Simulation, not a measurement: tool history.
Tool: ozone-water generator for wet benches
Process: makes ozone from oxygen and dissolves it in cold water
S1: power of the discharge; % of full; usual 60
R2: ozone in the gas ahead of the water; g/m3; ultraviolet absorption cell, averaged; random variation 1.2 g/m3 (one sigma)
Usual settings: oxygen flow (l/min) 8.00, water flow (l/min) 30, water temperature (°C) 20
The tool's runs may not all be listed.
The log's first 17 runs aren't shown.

Run 18, hour 712.5: usual settings but S1 91 % of full. Result: dissolved ozone (ppm) 30.5, R2 293.7 g/m3.
Run 19, hour 743.7: usual settings but S1 52 % of full, oxygen flow (l/min) 13.04. Result: dissolved ozone (ppm) 18.1, R2 137.7 g/m3.
Run 20, hour 787.7: usual settings but S1 52 % of full, oxygen flow (l/min) 13.04. Result: dissolved ozone (ppm) 18.1, R2 138.9 g/m3.
Run 21, hour 845.4: usual settings. Result: dissolved ozone (ppm) 22.3, R2 215.3 g/m3.
Run 22, hour 871.4: usual settings but water flow (l/min) 23, water temperature (°C) 14. Result: dissolved ozone (ppm) 30.7, R2 214.8 g/m3.
Run 23, hour 916.3: usual settings but water flow (l/min) 23, water temperature (°C) 14. Result: dissolved ozone (ppm) 31.0, R2 217.3 g/m3.
Run 24, hour 942.6: usual settings but S1 99 % of full, oxygen flow (l/min) 4.52. Result: dissolved ozone (ppm) 33.8, R2 463.4 g/m3.
Run 25, hour 970.8: usual settings but S1 99 % of full, oxygen flow (l/min) 4.52. Result: dissolved ozone (ppm) 34.2, R2 468.4 g/m3.
Run 26, hour 1010.1: usual settings but S1 47 % of full, oxygen flow (l/min) 4.52, water flow (l/min) 34. Result: dissolved ozone (ppm) 17.1, R2 268.1 g/m3.
Run 27, hour 1051.1: usual settings but S1 47 % of full, oxygen flow (l/min) 4.52, water flow (l/min) 34. Result: dissolved ozone (ppm) 17.3, R2 268.5 g/m3.
Run 28, hour 1090.1: usual settings but S1 52 % of full, oxygen flow (l/min) 8.89, water flow (l/min) 34. Result: dissolved ozone (ppm) 17.2, R2 181.7 g/m3.
Run 29, hour 1123.1: usual settings but S1 52 % of full, oxygen flow (l/min) 8.89, water flow (l/min) 34. Result: dissolved ozone (ppm) 17.2, R2 179.0 g/m3.
Run 30, hour 1166.4: usual settings but oxygen flow (l/min) 13.40, water temperature (°C) 17. Result: dissolved ozone (ppm) 20.4, R2 149.9 g/m3.
Run 31, hour 1212.9: usual settings but oxygen flow (l/min) 13.40, water temperature (°C) 17. Result: dissolved ozone (ppm) 20.8, R2 150.3 g/m3.
Run 32, hour 1251.0: usual settings but S1 79 % of full, oxygen flow (l/min) 4.53, water flow (l/min) 27. Result: dissolved ozone (ppm) 32.0, R2 391.9 g/m3.

Forecast each of these 4 alternatives for the next run:
Run A, hour 1285.1: usual settings but S1 51 % of full. Result: dissolved ozone (ppm) ?, R2 ?.
Run B, hour 1285.1: usual settings but S1 79 % of full, oxygen flow (l/min) 12.34, water flow (l/min) 27. Result: dissolved ozone (ppm) ?, R2 ?.
Run C, hour 1285.1: usual settings but S1 86 % of full, oxygen flow (l/min) 9.27, water temperature (°C) 24. Result: dissolved ozone (ppm) ?, R2 ?.
Run D, hour 1285.1: usual settings but oxygen flow (l/min) 5.13. Result: dissolved ozone (ppm) ?, R2 ?.

run  dissolved ozone (ppm)     R2
  A                   19.3  189.8
  B                   26.7  193.4
  C                   26.1  253.6
  D                   23.6  292.8
Without the tool's hidden state the same runs would have given:
run  dissolved ozone (ppm)     R2
  A                   20.5  198.2
  B                   28.8  205.9
  C                   28.2  270.8
  D                   25.1  307.9
